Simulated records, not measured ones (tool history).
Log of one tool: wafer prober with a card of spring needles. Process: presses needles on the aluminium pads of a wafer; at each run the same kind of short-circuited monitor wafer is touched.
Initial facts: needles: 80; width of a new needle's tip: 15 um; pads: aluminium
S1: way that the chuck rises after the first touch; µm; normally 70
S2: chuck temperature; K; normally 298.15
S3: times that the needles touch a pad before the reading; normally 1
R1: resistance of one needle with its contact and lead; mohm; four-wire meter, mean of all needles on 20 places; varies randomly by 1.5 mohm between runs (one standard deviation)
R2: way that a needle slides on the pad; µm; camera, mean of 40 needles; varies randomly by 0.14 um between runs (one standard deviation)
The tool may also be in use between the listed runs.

run	hour	S1	S2	S3	R1	R2
1	0.0	70	298.15	1	193	12.19
# hour 1.3: tips cleaned on abrasive film
# hour 8.3: tips cleaned on abrasive film
# hour 16.0: tips cleaned on abrasive film
2	20.7	70	298.15	2	166	12.11
# hour 24.0: tips cleaned on abrasive film
# hour 31.8: tips cleaned on abrasive film
3	32.0	70	298.15	2	139	12.20
# hour 39.3: tips cleaned on abrasive film
# hour 46.5: tips cleaned on abrasive film
4	52.9	70	298.15	2	173	12.29
# hour 54.6: tips cleaned on abrasive film
# hour 62.7: tips cleaned on abrasive film
5	63.0	70	334.15	1	151	12.01
# hour 70.5: tips cleaned on abrasive film
6	76.5	70	298.15	1	200	11.91
# hour 78.2: tips cleaned on abrasive film
# hour 86.0: tips cleaned on abrasive film
7	89.0	70	298.15	1	171	12.07
# hour 93.4: tips cleaned on abrasive film
# hour 101.5: tips cleaned on abrasive film
8	101.5	70	319.15	1	143	11.90
# hour 109.5: tips cleaned on abrasive film
# hour 116.4: tips cleaned on abrasive film
9	116.4	70	298.15	1	143	11.80
# hour 123.9: tips cleaned on abrasive film
# hour 130.9: tips cleaned on abrasive film
10	133.9	70	298.15	1	180	11.79
# hour 138.4: tips cleaned on abrasive film
# hour 146.0: tips cleaned on abrasive film
11	150.0	70	298.15	1	189	12.05
# hour 154.1: tips cleaned on abrasive film
12	159.3	70	298.15	1	197	12.24
# hour 160.9: tips cleaned on abrasive film
# hour 168.1: tips cleaned on abrasive film
13	171.9	70	298.15	1	191	11.67
# hour 176.0: tips cleaned on abrasive film
# hour 183.8: tips cleaned on abrasive film
# hour 190.8: tips cleaned on abrasive film
14	194.7	70	298.15	1	188	11.90
# hour 197.6: tips cleaned on abrasive film
# hour 205.5: tips cleaned on abrasive film
# hour 212.6: tips cleaned on abrasive film
15	215.4	70	298.15	1	175	11.79
# hour 219.9: tips cleaned on abrasive film
# hour 227.8: tips cleaned on abrasive film
16	229.3	70	298.15	1	163	11.58
# hour 235.4: tips cleaned on abrasive film
# hour 242.9: tips cleaned on abrasive film
# hour 251.1: tips cleaned on abrasive film
17	251.5	70	298.15	1	150	11.67
# hour 258.0: tips cleaned on abrasive film
18	264.4	55	298.15	2	211	8.83
# hour 265.7: tips cleaned on abrasive film
# hour 272.6: tips cleaned on abrasive film
# hour 280.7: tips cleaned on abrasive film
19	280.7	78	385.15	1	154	13.24
# hour 288.0: tips cleaned on abrasive film
# hour 294.3: height of the first contact set anew
# hour 295.7: tips cleaned on abrasive film
# hour 303.2: tips cleaned on abrasive film
20	303.2	78	335.15	1	144	13.98
# hour 310.2: tips cleaned on abrasive film
21	314.2	78	334.15	1	180	14.36
# hour 318.0: tips cleaned on abrasive film
# hour 325.7: tips cleaned on abrasive film
22	330.3	70	299.15	1	190	12.41
# hour 333.4: tips cleaned on abrasive film
# hour 340.9: tips cleaned on abrasive film
23	347.4	62	351.15	1	220	11.14
# hour 349.1: tips cleaned on abrasive film
# hour 357.3: tips cleaned on abrasive film
# hour 365.1: tips cleaned on abrasive film
24	365.1	62	351.15	1	149	11.05
# hour 372.0: tips cleaned on abrasive film
# hour 379.5: tips cleaned on abrasive film
25	385.0	62	322.15	1	220	11.18
# hour 386.8: tips cleaned on abrasive film
# hour 394.9: tips cleaned on abrasive film
26	399.9	62	322.15	1	207	11.02
# hour 401.6: tips cleaned on abrasive film
# hour 409.5: tips cleaned on abrasive film
# hour 416.3: tips cleaned on abrasive film
27	418.9	85	322.15	1	165	15.12
# hour 423.4: tips cleaned on abrasive film
# hour 430.8: tips cleaned on abrasive film
# hour 437.6: tips cleaned on abrasive film
28	439.0	72	316.15	2	153	12.79
# hour 445.5: tips cleaned on abrasive film
29	448.7	70	307.15	1	185	12.49
# hour 453.3: tips cleaned on abrasive film
# hour 460.7: tips cleaned on abrasive film
30	460.7	53	325.15	1	150	9.32
# hour 468.1: tips cleaned on abrasive film
# hour 475.3: tips cleaned on abrasive film
31	475.9	53	325.15	1	175	9.26

How would selected steps in R1 from run to run divide? Give the signed amount a tool lacking its hidden state would still show from settings, what came in and random variation, and the signed amount left for the hidden state, including any gauge scatter that is not in both of the compared results.
The hidden state here: debris on the tips, nm; way that the needles fall short of the set height, um; tips' diameter, um; drift of the gauge itself on contact_mohm, %; drift of the gauge itself on scrub_um, %.
Run 17 -> 18: S1 70 -> 55, S3 1 -> 2, tips cleaned on abrasive film. R1 +61 mohm: hidden state +54, all else +7.
Run 18 -> 19: S1 55 -> 78, S2 298.15 -> 385.15, S3 2 -> 1, tips cleaned on abrasive film, tips cleaned on abrasive film, tips cleaned on abrasive film. R1 -57 mohm: hidden state -63, all else +6.
Run 23 -> 24: tips cleaned on abrasive film, tips cleaned on abrasive film, tips cleaned on abrasive film. R1 -71 mohm: hidden state -71, all else +0.
Run 24 -> 25: S2 351.15 -> 322.15, tips cleaned on abrasive film, tips cleaned on abrasive film. R1 +71 mohm: hidden state +76, all else -5.
